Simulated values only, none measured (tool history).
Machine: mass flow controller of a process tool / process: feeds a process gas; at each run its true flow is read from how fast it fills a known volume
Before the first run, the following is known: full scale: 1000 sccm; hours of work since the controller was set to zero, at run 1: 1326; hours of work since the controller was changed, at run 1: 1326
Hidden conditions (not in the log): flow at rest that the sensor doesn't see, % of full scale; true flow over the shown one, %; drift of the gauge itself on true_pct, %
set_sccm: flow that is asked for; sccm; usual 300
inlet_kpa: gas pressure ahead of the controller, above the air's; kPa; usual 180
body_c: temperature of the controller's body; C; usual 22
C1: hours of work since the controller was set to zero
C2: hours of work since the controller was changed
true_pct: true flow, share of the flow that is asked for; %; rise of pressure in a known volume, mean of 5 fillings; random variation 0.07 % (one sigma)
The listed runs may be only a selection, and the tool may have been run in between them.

{"run": 1, "hour": 0.0, "set_sccm": 300, "inlet_kpa": 180, "body_c": 22, "C1": 1326, "C2": 1326, "true_pct": 98.58}
{"run": 2, "hour": 156.8, "set_sccm": 300, "inlet_kpa": 180, "body_c": 22, "C1": 1438, "C2": 1438, "true_pct": 98.38}
{"run": 3, "hour": 260.5, "set_sccm": 300, "inlet_kpa": 180, "body_c": 22, "C1": 1512, "C2": 1512, "true_pct": 98.54}
{"run": 4, "hour": 367.9, "set_sccm": 300, "inlet_kpa": 180, "body_c": 22, "C1": 1589, "C2": 1589, "true_pct": 98.51}
{"run": 5, "hour": 529.6, "set_sccm": 300, "inlet_kpa": 180, "body_c": 22, "C1": 1705, "C2": 1705, "true_pct": 98.53}
{"run": 6, "hour": 665.4, "set_sccm": 300, "inlet_kpa": 180, "body_c": 22, "C1": 1802, "C2": 1802, "true_pct": 98.69}
{"run": 7, "hour": 766.0, "set_sccm": 300, "inlet_kpa": 180, "body_c": 22, "C1": 1874, "C2": 1874, "true_pct": 98.84}
{"run": 8, "hour": 956.6, "set_sccm": 300, "inlet_kpa": 180, "body_c": 22, "C1": 2010, "C2": 2010, "true_pct": 98.9}
{"run": 9, "hour": 1082.4, "set_sccm": 273, "inlet_kpa": 180, "body_c": 22, "C1": 2100, "C2": 2100, "true_pct": 98.85}
{"run": 10, "hour": 1272.5, "set_sccm": 300, "inlet_kpa": 196, "body_c": 22, "C1": 2236, "C2": 2236, "true_pct": 98.96}
{"run": 11, "hour": 1415.7, "set_sccm": 300, "inlet_kpa": 222, "body_c": 22, "C1": 2338, "C2": 2338, "true_pct": 99.22}
{"run": 12, "hour": 1552.3, "set_sccm": 300, "inlet_kpa": 222, "body_c": 22, "C1": 2436, "C2": 2436, "true_pct": 99.17}
{"run": 13, "hour": 1646.7, "set_sccm": 300, "inlet_kpa": 222, "body_c": 22, "C1": 2504, "C2": 2504, "true_pct": 99.24}
{"run": 14, "hour": 1818.6, "set_sccm": 300, "inlet_kpa": 180, "body_c": 30, "C1": 2626, "C2": 2626, "true_pct": 98.91}
{"run": 15, "hour": 1941.0, "set_sccm": 300, "inlet_kpa": 180, "body_c": 25, "C1": 2714, "C2": 2714, "true_pct": 98.93}
{"run": 16, "hour": 2049.0, "set_sccm": 300, "inlet_kpa": 180, "body_c": 22, "C1": 2791, "C2": 2791, "true_pct": 99.02}
{"run": 17, "hour": 2219.2, "set_sccm": 300, "inlet_kpa": 180, "body_c": 32, "C1": 2913, "C2": 2913, "true_pct": 98.93}
{"run": 18, "hour": 2329.5, "set_sccm": 300, "inlet_kpa": 180, "body_c": 32, "C1": 2992, "C2": 2992, "true_pct": 98.88}
{"run": 19, "hour": 2425.6, "set_sccm": 300, "inlet_kpa": 180, "body_c": 32, "C1": 3061, "C2": 3061, "true_pct": 99}
{"run": 20, "hour": 2593.1, "set_sccm": 300, "inlet_kpa": 180, "body_c": 32, "C1": 3180, "C2": 3180, "true_pct": 99.11}
{"run": 21, "hour": 2775.2, "set_sccm": 300, "inlet_kpa": 180, "body_c": 32, "C1": 3311, "C2": 3311, "true_pct": 99.08}
{"run": 22, "hour": 2899.7, "set_sccm": 300, "inlet_kpa": 180, "body_c": 22, "C1": 3400, "C2": 3400, "true_pct": 99.16}
{"run": 23, "hour": 3009.5, "set_sccm": 300, "inlet_kpa": 180, "body_c": 22, "C1": 3478, "C2": 3478, "true_pct": 99.35}
{"run": 24, "hour": 3204.8, "set_sccm": 300, "inlet_kpa": 180, "body_c": 22, "C1": 3618, "C2": 3618, "true_pct": 99.44}
{"run": 25, "hour": 3288.1, "set_sccm": 156, "inlet_kpa": 161, "body_c": 31, "C1": 3677, "C2": 3677, "true_pct": 98.74}
{"run": 26, "hour": 3460.9, "set_sccm": 798, "inlet_kpa": 240, "body_c": 39, "C1": 3801, "C2": 3801, "true_pct": 100.52}
{"run": 27, "hour": 3572.1, "set_sccm": 417, "inlet_kpa": 168, "body_c": 22, "C1": 3881, "C2": 3881, "true_pct": 99.54}
{"run": 28, "hour": 3745.0, "set_sccm": 185, "inlet_kpa": 168, "body_c": 22, "C1": 4004, "C2": 4004, "true_pct": 99.21}
{"run": 29, "hour": 3908.9, "set_sccm": 185, "inlet_kpa": 169, "body_c": 35, "C1": 4121, "C2": 4121, "true_pct": 99.09}
{"run": 30, "hour": 4015.1, "set_sccm": 220, "inlet_kpa": 154, "body_c": 32, "C1": 4197, "C2": 4197, "true_pct": 99.08}
{"run": 31, "hour": 4154.0, "set_sccm": 220, "inlet_kpa": 154, "body_c": 32, "C1": 4297, "C2": 4297, "true_pct": 99.13}
{"run": 32, "hour": 4270.4, "set_sccm": 220, "inlet_kpa": 154, "body_c": 32, "C1": 4380, "C2": 4380, "true_pct": 99.17}
{"run": 33, "hour": 4421.0, "set_sccm": 713, "inlet_kpa": 165, "body_c": 28, "C1": 4488, "C2": 4488, "true_pct": 100.18}
{"run": 34, "hour": 4508.4, "set_sccm": 654, "inlet_kpa": 165, "body_c": 36, "C1": 4550, "C2": 4550, "true_pct": 100.01}
{"run": 35, "hour": 4588.1, "set_sccm": 322, "inlet_kpa": 266, "body_c": 38, "C1": 4607, "C2": 4607, "true_pct": 99.87}
{"run": 36, "hour": 4761.1, "set_sccm": 322, "inlet_kpa": 266, "body_c": 38, "C1": 4731, "C2": 4731, "true_pct": 100.14}
{"run": 37, "hour": 4840.4, "set_sccm": 322, "inlet_kpa": 266, "body_c": 38, "C1": 4788, "C2": 4788, "true_pct": 100.17}
{"hour": 5002.9, "done": "gauge calibrated"}
{"run": 38, "hour": 5018.4, "set_sccm": 118, "inlet_kpa": 220, "body_c": 27, "C1": 4915, "C2": 4915, "true_pct": 98.35}
{"run": 39, "hour": 5163.3, "set_sccm": 118, "inlet_kpa": 220, "body_c": 27, "C1": 5019, "C2": 5019, "true_pct": 98.5}
{"run": 40, "hour": 5320.4, "set_sccm": 118, "inlet_kpa": 220, "body_c": 27, "C1": 5131, "C2": 5131, "true_pct": 98.46}
{"run": 41, "hour": 5503.4, "set_sccm": 134, "inlet_kpa": 207, "body_c": 29, "C1": 5262, "C2": 5262, "true_pct": 98.46}
{"run": 42, "hour": 5700.0, "set_sccm": 329, "inlet_kpa": 145, "body_c": 29, "C1": 5402, "C2": 5402, "true_pct": 98.44}
{"run": 43, "hour": 5828.1, "set_sccm": 132, "inlet_kpa": 204, "body_c": 21, "C1": 5494, "C2": 5494, "true_pct": 98.72}
{"run": 44, "hour": 5944.1, "set_sccm": 132, "inlet_kpa": 204, "body_c": 21, "C1": 5577, "C2": 5577, "true_pct": 98.62}
{"run": 45, "hour": 6043.0, "set_sccm": 885, "inlet_kpa": 140, "body_c": 36, "C1": 5648, "C2": 5648, "true_pct": 99.53}
{"run": 46, "hour": 6152.4, "set_sccm": 177, "inlet_kpa": 230, "body_c": 29, "C1": 5726, "C2": 5726, "true_pct": 98.68}
{"run": 47, "hour": 6235.2, "set_sccm": 456, "inlet_kpa": 230, "body_c": 22, "C1": 5785, "C2": 5785, "true_pct": 99.35}
{"run": 48, "hour": 6389.8, "set_sccm": 456, "inlet_kpa": 230, "body_c": 22, "C1": 5896, "C2": 5896, "true_pct": 99.56}

Each row is a separate what-if for the run after 48, all from the same tool condition, not one after another. Results?
{"run": "A", "hour": 6469.2, "set_sccm": 145, "inlet_kpa": 230, "body_c": 22, "C1": 5953, "C2": 5953, "true_pct": "?"}
{"run": "B", "hour": 6469.2, "set_sccm": 617, "inlet_kpa": 218, "body_c": 21, "C1": 5953, "C2": 5953, "true_pct": "?"}
{"run": "C", "hour": 6469.2, "set_sccm": 282, "inlet_kpa": 230, "body_c": 22, "C1": 5953, "C2": 5953, "true_pct": "?"}

run=A true_pct=98.97
run=B true_pct=99.88
run=C true_pct=99.22
Without the tool's hidden state the same runs would have given:
run=A true_pct=98.56
run=B true_pct=99.49
run=C true_pct=98.82

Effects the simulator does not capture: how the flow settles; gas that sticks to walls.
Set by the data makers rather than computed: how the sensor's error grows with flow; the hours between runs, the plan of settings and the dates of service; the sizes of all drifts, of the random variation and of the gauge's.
